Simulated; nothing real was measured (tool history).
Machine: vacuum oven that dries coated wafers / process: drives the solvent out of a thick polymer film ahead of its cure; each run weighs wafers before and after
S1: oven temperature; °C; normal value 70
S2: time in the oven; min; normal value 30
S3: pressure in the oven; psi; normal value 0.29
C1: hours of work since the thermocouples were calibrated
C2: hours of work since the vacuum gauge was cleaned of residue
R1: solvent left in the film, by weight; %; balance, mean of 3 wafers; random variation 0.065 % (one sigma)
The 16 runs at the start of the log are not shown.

run    hour  S1  S2     S3   C1    C2     R1
 17   974.2  82  30   0.73  728  2711   2.95
 18  1051.3  68  30   0.29  786  2769   5.86
 19  1099.7  70  30   0.29  823  2806    5.1
 20  1146.5  70  30   0.29  858  2841   5.14
     1189.6  -- oven's thermocouples calibrated
 21  1219.6  60  29  0.789   23  2895  10.95
 22  1299.5  83  22   0.29   83  2955   2.37
 23  1358.1  83  26   0.29  127  3000   1.95
 24  1410.9  70  30   0.29  167  3040   5.15
 25  1463.5  70  16  0.261  207  3079   7.53
 26  1513.6  70  16  1.021  245  3117   9.71
 27  1553.4  72  25  0.177  275  3147   4.77
 28  1611.6  72  25  1.086  319  3191    7.8
 29  1672.4  72  27  0.841  365  3237   6.66
 30    1749  80  27  0.648  423  3295   3.53

Alternative continuations, all from the tool just after run 30; predict every row:
  A  1789.7  76  18  1.092  454  3326   ?
  B  1789.7  77  24  0.189  454  3326   ?
  C  1789.7  60  21  0.648  454  3326   ?

run    R1
  A  7.41
  B  3.53
  C  11.3
Without the tool's unlogged condition, the same runs would have read:
run     R1
  A   6.57
  B    2.7
  C  10.32

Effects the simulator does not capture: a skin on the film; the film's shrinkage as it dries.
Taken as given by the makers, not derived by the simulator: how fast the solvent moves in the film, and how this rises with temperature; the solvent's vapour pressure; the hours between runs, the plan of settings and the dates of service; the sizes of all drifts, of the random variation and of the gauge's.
